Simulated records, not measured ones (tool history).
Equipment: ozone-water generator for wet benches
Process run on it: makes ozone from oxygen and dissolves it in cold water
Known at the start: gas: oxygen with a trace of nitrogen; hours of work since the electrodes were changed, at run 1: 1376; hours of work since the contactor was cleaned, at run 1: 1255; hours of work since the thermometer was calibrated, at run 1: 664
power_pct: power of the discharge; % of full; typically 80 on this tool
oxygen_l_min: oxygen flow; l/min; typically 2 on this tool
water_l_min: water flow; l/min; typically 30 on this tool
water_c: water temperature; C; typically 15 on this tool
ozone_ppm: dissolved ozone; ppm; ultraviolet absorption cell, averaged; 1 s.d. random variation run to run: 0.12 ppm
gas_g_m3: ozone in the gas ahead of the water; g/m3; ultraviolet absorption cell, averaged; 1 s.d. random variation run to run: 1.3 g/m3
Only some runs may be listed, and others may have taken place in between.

run,day,power_pct,oxygen_l_min,water_l_min,water_c,hours of work since the electrodes were changed,hours of work since the contactor was cleaned,hours of work since the thermometer was calibrated,ozone_ppm,gas_g_m3
1,0,80,2,30,15,1376,1255,664,10.3,227
2,4.842,80,2,30,15,1469,1349,757,10.7,225.8
3,7.454,80,2,30,15,1520,1399,807,10.4,224.4
4,11.017,80,2,30,15,1588,1468,876,10.5,221.8
5,14.538,80,2,30,15,1656,1536,944,10.3,223.3
6,19.117,80,2,30,15,1744,1624,1032,10.5,222.2
7,22.554,80,2,30,15,1811,1690,1098,10.6,224.1
8,26.121,80,2,30,11,1879,1759,1167,10.6,219.8
9,29.671,80,2,30,15,1948,1827,1235,10.3,219.5
10,31.704,80,2,30,15,1987,1866,1274,10,218.3
11,34.979,80,2,30,15,2050,1929,1338,10.2,218.1
12,37.05,80,2,30,15,2090,1969,1377,10.2,218.8
13,39.517,80,2,30,15,2138,2017,1425,9.9,218.6
14,42.896,80,2,30,15,2203,2082,1490,10.2,217.9
15,45.271,80,2,30,15,2248,2128,1536,10.1,217.3
16,48.812,80,2,30,15,2317,2196,1604,10,215.6
17,52.029,80,2,30,15,2379,2258,1666,9.9,214.3
18,55.704,80,1.3,30,15,2449,2329,1737,9,281.6
19,58.55,82,1.78,19,11,2504,2384,1792,15.8,236.8
20,62.254,80,2,18,15,2576,2455,1863,16,213.7
21,65.667,78,1.24,48,15,2641,2521,1929,5,284.7
22,67.971,78,1.24,48,15,2686,2565,1973,5.1,280.7
23,71.362,78,1.24,44,16,2751,2630,2039,5.5,283.9
24,76.379,78,1.24,44,16,2848,2727,2135,5.4,279.8
25,79.562,78,1.24,44,16,2909,2788,2197,5.4,279.5
26,83.058,78,1.24,44,16,2976,2856,2264,5.6,278.7
27,85.912,78,1.32,44,7,3031,2911,2319,5.8,267
28,89.117,80,2,44,15,3093,2972,2381,6.3,207.8
29,92.404,81,2,28,15,3157,3036,2444,10.3,210.1
30,96.442,80,2,47,15,3234,3114,2522,5.9,208.2
31,100.388,75,2.17,47,13,3310,3190,2598,5.8,188.6
32,104.638,80,2,29,15,3392,3272,2680,9.8,208
33,109.55,76,2,30,15,3487,3366,2774,9,198.9
34,112.25,54,1.06,28,8,3539,3418,2826,6.7,238.2

Below, some changes in ozone_ppm between adjacent runs. For each, the amount present without the hidden state too (settings, incoming material, random variation) and the amount remaining for the hidden state with gauge scatter not shared by both compared results:
The hidden state here: yield of the discharge, % of new electrodes'; contactor's efficiency, % of a clean one's; true water temperature over the reading, C; drift of the gauge itself on ozone_ppm, %; drift of the gauge itself on gas_g_m3, %.
Run 18 -> 19: power_pct 80 -> 82, oxygen_l_min 1.3 -> 1.78, water_l_min 30 -> 19, water_c 15 -> 11. ozone_ppm +6.8 ppm: hidden state -0.8, all else +7.6.
Run 20 -> 21: power_pct 80 -> 78, oxygen_l_min 2 -> 1.24, water_l_min 18 -> 48. ozone_ppm -11 ppm: hidden state +1.3, all else -12.3.
Run 28 -> 29: power_pct 80 -> 81, water_l_min 44 -> 28. ozone_ppm +4 ppm: hidden state -0.7, all else +4.7.
Run 29 -> 30: power_pct 81 -> 80, water_l_min 28 -> 47. ozone_ppm -4.4 ppm: hidden state +0.7, all else -5.1.

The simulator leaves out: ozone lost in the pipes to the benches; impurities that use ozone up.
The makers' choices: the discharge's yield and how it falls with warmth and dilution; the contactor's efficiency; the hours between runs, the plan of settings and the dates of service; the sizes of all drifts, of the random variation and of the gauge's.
